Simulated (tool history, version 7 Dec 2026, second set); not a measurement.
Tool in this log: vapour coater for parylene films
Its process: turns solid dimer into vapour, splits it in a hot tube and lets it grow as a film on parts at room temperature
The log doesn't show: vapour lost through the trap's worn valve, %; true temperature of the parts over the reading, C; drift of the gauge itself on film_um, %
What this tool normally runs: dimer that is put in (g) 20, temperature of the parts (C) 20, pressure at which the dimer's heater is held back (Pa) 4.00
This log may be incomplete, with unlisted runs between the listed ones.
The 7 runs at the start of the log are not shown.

run,day,dimer that is put in (g),temperature of the parts (C),pressure at which the dimer's heater is held back (Pa),hours of work since the trap's valve was overhauled,hours of work since the table's thermometer was calibrated,thickness of the film (µm)
8,12.729,20,20,4.00,184,762,9.68
9,15.071,20,20,4.00,211,788,9.69
10,17.154,20,20,4.00,234,811,9.61
11,19.612,20,20,9.05,261,838,8.18
12,20.742,20,20,4.00,274,851,9.46
13,22.783,20,20,4.00,296,874,9.40
# day 22.996: table's thermometer calibrated
14,24.512,20,20,4.00,315,17,9.45
15,25.696,20,20,4.00,328,30,9.32
# day 26.871: table's thermometer calibrated, once more
16,28.262,20,20,4.00,356,16,9.51
# day 28.842: trap's valve overhauled
17,30.192,20,20,4.00,15,35,10.01
18,32.483,30,13,4.00,40,61,18.52
19,34.617,25,16,11.12,64,84,11.53
20,36.388,25,16,11.12,84,104,11.47
21,38.150,25,16,11.12,103,124,11.49
22,40.129,9,16,5.91,125,146,4.65
23,42.258,17,13,4.00,149,169,10.25
24,44.721,12,20,4.00,176,197,5.82
25,46.900,16,20,2.56,201,221,8.35
26,48.233,26,14,8.64,216,236,13.07
27,49.342,16,18,9.70,228,248,6.89
28,51.121,16,15,2.47,248,268,9.71
29,52.621,16,15,4.03,264,284,8.86
30,54.000,16,15,4.03,280,300,8.80
31,55.521,32,29,11.31,297,317,9.56
32,57.858,20,18,2.96,323,343,10.62

Each row is a separate what-if for the run after 32, all from the same tool condition, not one after another. Results?
A,59.971,19,12,8.17,346,366,?
B,59.971,24,18,2.96,346,366,?
C,59.971,23,18,2.96,346,366,?
D,59.971,32,17,2.96,346,366,?

run,thickness of the film (µm)
A,10.02
B,12.74
C,12.19
D,17.33
Without the tool's hidden state the same runs would have given:
run,thickness of the film (µm)
A,10.74
B,13.66
C,13.08
D,18.58
